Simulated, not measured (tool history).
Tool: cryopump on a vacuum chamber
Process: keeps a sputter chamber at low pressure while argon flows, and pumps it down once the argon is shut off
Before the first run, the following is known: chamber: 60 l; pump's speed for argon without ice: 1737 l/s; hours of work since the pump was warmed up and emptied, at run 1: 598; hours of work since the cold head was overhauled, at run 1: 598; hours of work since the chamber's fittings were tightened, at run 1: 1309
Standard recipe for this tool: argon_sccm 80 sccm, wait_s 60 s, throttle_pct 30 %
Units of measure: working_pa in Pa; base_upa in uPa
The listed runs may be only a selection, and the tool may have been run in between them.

| run | hour | argon_sccm | wait_s | throttle_pct | hours of work since the pump was warmed up and emptied | hours of work since the cold head was overhauled | hours of work since the chamber's fittings were tightened | working_pa | base_upa |
|---|---|---|---|---|---|---|---|---|---|
| 1 | 0 | 80 | 60 | 30 | 598 | 598 | 1309 | 0.2677 | 1.71 |
| 2 | 19.6 | 80 | 60 | 30 | 608 | 608 | 1318 | 0.2666 | 1.76 |
| 3 | 46.7 | 80 | 60 | 30 | 620 | 620 | 1331 | 0.2689 | 1.76 |
| 4 | 64.6 | 38 | 60 | 30 | 629 | 629 | 1339 | 0.1268 | 1.77 |
| 5 | 93.4 | 80 | 60 | 30 | 642 | 642 | 1353 | 0.2652 | 1.74 |
| 6 | 116.8 | 88 | 60 | 30 | 653 | 653 | 1364 | 0.2956 | 1.81 |
| 7 | 132.3 | 80 | 60 | 30 | 660 | 660 | 1371 | 0.2684 | 1.74 |
| 8 | 166 | 80 | 60 | 30 | 676 | 676 | 1387 | 0.2651 | 1.72 |
| 9 | 184.3 | 80 | 60 | 30 | 685 | 685 | 1395 | 0.2688 | 1.82 |
| 10 | 219.2 | 96 | 60 | 30 | 701 | 701 | 1412 | 0.3224 | 1.8 |
| 11 | 247 | 80 | 60 | 30 | 714 | 714 | 1425 | 0.269 | 1.76 |
| 12 | 275.7 | 80 | 60 | 32 | 728 | 728 | 1438 | 0.2514 | 1.84 |
| 13 | 291.7 | 80 | 60 | 32 | 735 | 735 | 1446 | 0.2533 | 1.79 |
| 14 | 312.5 | 80 | 24 | 23 | 745 | 745 | 1455 | 0.347 | 3.58 |
| 15 | 330.4 | 33 | 29 | 30 | 753 | 753 | 1464 | 0.1107 | 2.92 |
| 16 | 365.7 | 38 | 21 | 43 | 770 | 770 | 1480 | 0.0907 | 3.91 |
| 17 | 381.5 | 47 | 120 | 50 | 777 | 777 | 1488 | 0.097 | 1.23 |
| 18 | 402.9 | 56 | 115 | 23 | 787 | 787 | 1498 | 0.2444 | 1.33 |
| 19 | 437.1 | 78 | 69 | 30 | 803 | 803 | 1514 | 0.2647 | 1.71 |
| 20 | 453.5 | 140 | 60 | 33 | 811 | 811 | 1522 | 0.4304 | 1.85 |
| 21 | 468.3 | 110 | 132 | 30 | 818 | 818 | 1529 | 0.3714 | 1.21 |
| 22 | 484.7 | 110 | 132 | 30 | 826 | 826 | 1536 | 0.3681 | 1.24 |
| 23 | 506.7 | 39 | 178 | 30 | 836 | 836 | 1547 | 0.1329 | 1.1 |

Below, some changes in working_pa between adjacent runs. For each, the amount present without the hidden state too (settings, incoming material, random variation) and the amount remaining for the hidden state with gauge scatter not shared by both compared results:
What the log doesn't record here: pump's speed, % of a pump's without ice; cold plate's temperature, K; leak into the chamber, uPa l/s; drift of the gauge itself on working_pa, %; drift of the gauge itself on base_upa, %.
Run 14 -> 15: argon_sccm 80 -> 33, wait_s 24 -> 29, throttle_pct 23 -> 30. working_pa -0.2363 Pa: hidden state -0.0057, all else -0.2306.
Run 19 -> 20: argon_sccm 78 -> 140, wait_s 69 -> 60, throttle_pct 30 -> 33. working_pa +0.1657 Pa: hidden state +0.0084, all else +0.1573.
Run 22 -> 23: argon_sccm 110 -> 39, wait_s 132 -> 178. working_pa -0.2352 Pa: hidden state -0.0096, all else -0.2256.
